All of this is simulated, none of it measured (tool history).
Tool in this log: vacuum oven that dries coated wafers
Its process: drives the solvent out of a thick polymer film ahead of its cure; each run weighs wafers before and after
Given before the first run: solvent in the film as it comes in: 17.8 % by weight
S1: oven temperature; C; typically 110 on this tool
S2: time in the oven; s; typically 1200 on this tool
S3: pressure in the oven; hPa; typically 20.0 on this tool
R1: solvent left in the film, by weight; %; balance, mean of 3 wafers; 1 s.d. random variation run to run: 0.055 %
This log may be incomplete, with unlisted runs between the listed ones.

run 1 day=0.000 | S1=110 S2=1200 S3=20.0 | R1=2.88
run 2 day=0.971 | S1=110 S2=1200 S3=20.0 | R1=2.81
run 3 day=1.500 | S1=110 S2=1200 S3=20.0 | R1=2.86
run 4 day=2.458 | S1=110 S2=1200 S3=20.0 | R1=2.82
run 5 day=3.488 | S1=110 S2=1200 S3=20.0 | R1=2.79
-- day=4.129 oven's thermocouples calibrated
run 6 day=4.296 | S1=110 S2=1200 S3=20.0 | R1=2.45
run 7 day=5.312 | S1=110 S2=1200 S3=22.1 | R1=2.71
run 8 day=6.454 | S1=110 S2=1200 S3=22.1 | R1=2.66
run 9 day=7.258 | S1=110 S2=1200 S3=22.1 | R1=2.73
run 10 day=7.800 | S1=110 S2=1200 S3=22.1 | R1=2.71
run 11 day=8.921 | S1=110 S2=1200 S3=61.1 | R1=6.16
run 12 day=9.867 | S1=110 S2=1200 S3=20.0 | R1=2.61
run 13 day=10.821 | S1=110 S2=1200 S3=20.0 | R1=2.39
run 14 day=11.450 | S1=110 S2=1200 S3=20.0 | R1=2.47
run 15 day=12.004 | S1=110 S2=1200 S3=20.0 | R1=2.55
run 16 day=12.700 | S1=110 S2=1200 S3=20.0 | R1=2.47
run 17 day=13.396 | S1=103 S2=1200 S3=20.0 | R1=3.45
run 18 day=14.221 | S1=103 S2=1200 S3=20.0 | R1=3.57
run 19 day=14.767 | S1=110 S2=1200 S3=20.0 | R1=2.44
run 20 day=15.358 | S1=110 S2=1200 S3=20.0 | R1=2.68
run 21 day=15.854 | S1=110 S2=1140 S3=20.0 | R1=2.64
run 22 day=16.671 | S1=110 S2=1140 S3=20.0 | R1=2.56
run 23 day=17.450 | S1=110 S2=1200 S3=20.0 | R1=2.53
-- day=17.588 vacuum gauge cleaned of residue and calibrated
run 24 day=18.125 | S1=103 S2=1200 S3=20.0 | R1=3.73
run 25 day=18.638 | S1=112 S2=1080 S3=20.0 | R1=2.59
run 26 day=19.200 | S1=112 S2=1080 S3=20.0 | R1=2.54
run 27 day=20.171 | S1=99 S2=1620 S3=35.3 | R1=5.95
-- day=20.592 vacuum gauge cleaned of residue and calibrated, once more
run 28 day=21.154 | S1=112 S2=1080 S3=61.9 | R1=5.95
run 29 day=21.662 | S1=112 S2=720 S3=43.1 | R1=5.31
run 30 day=22.346 | S1=112 S2=720 S3=43.1 | R1=5.13
run 31 day=23.354 | S1=106 S2=780 S3=12.5 | R1=3.44
run 32 day=24.125 | S1=105 S2=840 S3=36.2 | R1=5.77
run 33 day=24.833 | S1=98 S2=1320 S3=10.6 | R1=2.88
run 34 day=25.433 | S1=98 S2=1320 S3=10.6 | R1=2.96
run 35 day=25.929 | S1=98 S2=1320 S3=10.6 | R1=2.93
run 36 day=26.579 | S1=110 S2=600 S3=20.0 | R1=4.49
run 37 day=27.246 | S1=124 S2=1740 S3=18.8 | R1=1.25
run 38 day=27.942 | S1=119 S2=1200 S3=10.9 | R1=1.01
run 39 day=28.971 | S1=119 S2=1200 S3=10.9 | R1=0.88
run 40 day=29.583 | S1=117 S2=660 S3=30.8 | R1=3.54
run 41 day=30.329 | S1=117 S2=840 S3=48.9 | R1=4.31
run 42 day=30.862 | S1=99 S2=840 S3=15.2 | R1=4.97
run 43 day=31.779 | S1=99 S2=840 S3=15.2 | R1=5.07
run 44 day=32.779 | S1=99 S2=840 S3=15.2 | R1=5.06
run 45 day=33.904 | S1=99 S2=1860 S3=41.5 | R1=6.37
run 46 day=34.517 | S1=99 S2=1860 S3=41.5 | R1=6.43
run 47 day=35.600 | S1=99 S2=1860 S3=41.5 | R1=6.32

Here are 4 independent what-if runs from the current tool condition. What would each one return?
run A day=36.508 | S1=99 S2=660 S3=41.5 | R1=?
run B day=36.508 | S1=120 S2=960 S3=13.5 | R1=?
run C day=36.508 | S1=99 S2=1860 S3=32.9 | R1=?
run D day=36.508 | S1=110 S2=720 S3=59.5 | R1=?

run=A R1=8.89
run=B R1=1.28
run=C R1=5.21
run=D R1=7.26
Without the tool's unlogged condition, the same runs would have read:
run=A R1=8.64
run=B R1=1.17
run=C R1=4.96
run=D R1=7.04
